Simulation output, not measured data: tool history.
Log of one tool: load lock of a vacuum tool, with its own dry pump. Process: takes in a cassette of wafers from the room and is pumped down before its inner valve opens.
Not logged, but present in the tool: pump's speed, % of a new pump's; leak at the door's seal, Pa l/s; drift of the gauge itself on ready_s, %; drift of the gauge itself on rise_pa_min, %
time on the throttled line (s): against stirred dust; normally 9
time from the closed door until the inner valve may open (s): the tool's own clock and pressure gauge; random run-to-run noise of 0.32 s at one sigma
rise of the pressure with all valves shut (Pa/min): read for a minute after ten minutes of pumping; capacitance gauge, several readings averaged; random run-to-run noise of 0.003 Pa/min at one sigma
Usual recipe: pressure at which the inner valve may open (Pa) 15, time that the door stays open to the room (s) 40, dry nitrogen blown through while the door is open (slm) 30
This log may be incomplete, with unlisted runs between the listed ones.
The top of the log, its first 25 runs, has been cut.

run    hour  time on the throttled line (s)  pressure at which the inner valve may open (Pa)  time that the door stays open to the room (s)  dry nitrogen blown through while the door is open (slm)  hours that the pump has run since its overhaul  times that the door has closed on its seal  incoming humidity of the room's air, %  time from the closed door until the inner valve may open (s)  rise of the pressure with all valves shut (Pa/min)
 26  2429.1                               9                                               15                                            142                                                        5                                            4859                                       32925                                    45.7                                                          17.4                                               0.427
 27  2547.8                               9                                               15                                             35                                                        8                                            4978                                       33362                                    45.6                                                          17.2                                               0.353
       2579  -- door's seal changed, seat wiped
 28  2623.1                              11                                               19                                            232                                                       22                                            5051                                         162                                      45                                                          18.8                                               0.124
 29  2737.7                               9                                               15                                            209                                                       20                                            5166                                         584                                    43.8                                                          17.4                                               0.122
 30  2797.1                               8                                               29                                            106                                                       30                                            5225                                         802                                    45.3                                                          15.7                                               0.076
 31  2882.7                              16                                               14                                             40                                                       30                                            5311                                        1117                                    45.5                                                          22.7                                               0.054
 32  2986.5                              16                                               14                                             40                                                       30                                            5415                                        1499                                      46                                                          22.8                                               0.055
 33  3090.8                               9                                               13                                             40                                                       30                                            5519                                        1883                                    43.6                                                          18.1                                               0.051
 34  3165.2                               5                                               11                                             98                                                        8                                            5593                                        2156                                    43.5                                                          14.3                                               0.112
 35  3264.6                               5                                               11                                             98                                                        8                                            5693                                        2522                                    44.9                                                          14.8                                               0.116
 36  3345.6                              16                                               20                                             40                                                       19                                            5774                                        2820                                    43.2                                                          21.9                                               0.061
 37  3436.1                              16                                               20                                             40                                                       19                                            5864                                        3152                                    43.3                                                          22.8                                               0.061
 38  3549.6                               9                                               15                                             40                                                        5                                            5978                                        3570                                    44.1                                                          17.6                                               0.087

3 options for the next run, each taken on its own from the tool as it stands now. Forecast them:
  A  3652.2                              16                                               20                                            185                                                        5                                            6080                                        3947                                    42.5                                                             ?                                                   ?
  B  3652.2                               9                                               12                                            215                                                        5                                            6080                                        3947                                    43.3                                                             ?                                                   ?
  C  3652.2                              17                                               15                                             34                                                        5                                            6080                                        3947                                    47.1                                                             ?                                                   ?

run  time from the closed door until the inner valve may open (s)  rise of the pressure with all valves shut (Pa/min)
  A                                                          22.9                                               0.164
  B                                                          17.6                                               0.179
  C                                                          22.9                                               0.086
What these runs would have given with no unlogged condition in the tool:
run  time from the closed door until the inner valve may open (s)  rise of the pressure with all valves shut (Pa/min)
  A                                                          22.5                                                0.15
  B                                                          17.1                                               0.165
  C                                                          22.4                                               0.073
